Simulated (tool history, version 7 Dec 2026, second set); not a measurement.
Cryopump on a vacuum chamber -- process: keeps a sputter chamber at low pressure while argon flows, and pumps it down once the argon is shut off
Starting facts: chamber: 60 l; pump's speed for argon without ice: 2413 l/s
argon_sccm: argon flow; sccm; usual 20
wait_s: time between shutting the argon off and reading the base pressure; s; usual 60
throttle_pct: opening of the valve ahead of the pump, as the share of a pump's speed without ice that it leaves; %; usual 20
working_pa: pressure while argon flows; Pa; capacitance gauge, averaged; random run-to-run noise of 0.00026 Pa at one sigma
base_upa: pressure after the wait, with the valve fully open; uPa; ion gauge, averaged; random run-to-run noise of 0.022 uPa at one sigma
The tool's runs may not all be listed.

run    hour  argon_sccm  wait_s  throttle_pct  working_pa  base_upa
  1     0.0          20      60            20      0.0699      0.88
  2    76.4          20      60            20      0.0701      0.92
  3   126.3          20      60            20      0.0709      0.93
  4   190.3          20      60            20      0.0703      0.99
  5   267.9          20     103            20      0.0702      0.85
  6   350.0          20     103            20      0.0710      0.90
  7   441.9          20      60            21      0.0673      1.14
  8   482.0          20      60            21      0.0672      1.17
  9   530.9          20      60            21      0.0675      1.24
 10   609.0          20      60            20      0.0714      1.32
 11   659.9          20      60            20      0.0717      1.38
 12   740.8          20      60            20      0.0714      1.46
 13   804.5          20      60            20      0.0717      1.46
 14   858.5          20      95            20      0.0720      1.29
 15   924.7          20      95            20      0.0714      1.41
 16  1013.9          20      95            20      0.0726      1.51
 17  1075.8          20      60            20      0.0723      1.68
 18  1135.4          20      60            46      0.0324      1.77
 19  1207.4          20      63            45      0.0335      1.76
 20  1265.0          14     149            34      0.0306      1.62
 21  1327.8          14     149            34      0.0288      0.31
 22  1417.3          20     293            52      0.0278      0.32
 23  1488.2          11      30            39      0.0203      1.07
 24  1560.5          11      30            39      0.0201      1.13
 25  1630.3          11      30            39      0.0200      1.23
 26  1716.2          11      30            39      0.0199      1.24
 27  1781.8          11      30            39      0.0205      1.29
 28  1870.5          20     266            23      0.0625      0.59
 29  1938.0          25      60            41      0.0445      0.98
 30  1993.2          25      52            43      0.0426      1.06
 31  2084.2          20      69            18      0.0795      1.08
 32  2154.0          23      56            25      0.0665      1.16
 33  2215.5          23      56            25      0.0666      1.26

Put back what was entered between runs (2 entries, withheld): which listed runs does each sit between, and how does the hidden state differ from the listed run before to the listed run after?
Logged between run 20 and run 21: pump warmed up, emptied and cooled again (hour 1276.8); leaking fittings of the chamber tightened, without venting (hour 1327.8)
  pump's speed, % of a pump's without ice: 86 -> 99.2; cold plate's temperature, K: 12.69 -> 12.71; leak into the chamber, uPa l/s: 2914 -> 352
  the result without the hidden state subtracted from the measured one, working_pa: +0.0017 -> +0.0002 Pa; base_upa: +1.31 -> +0.03 uPa
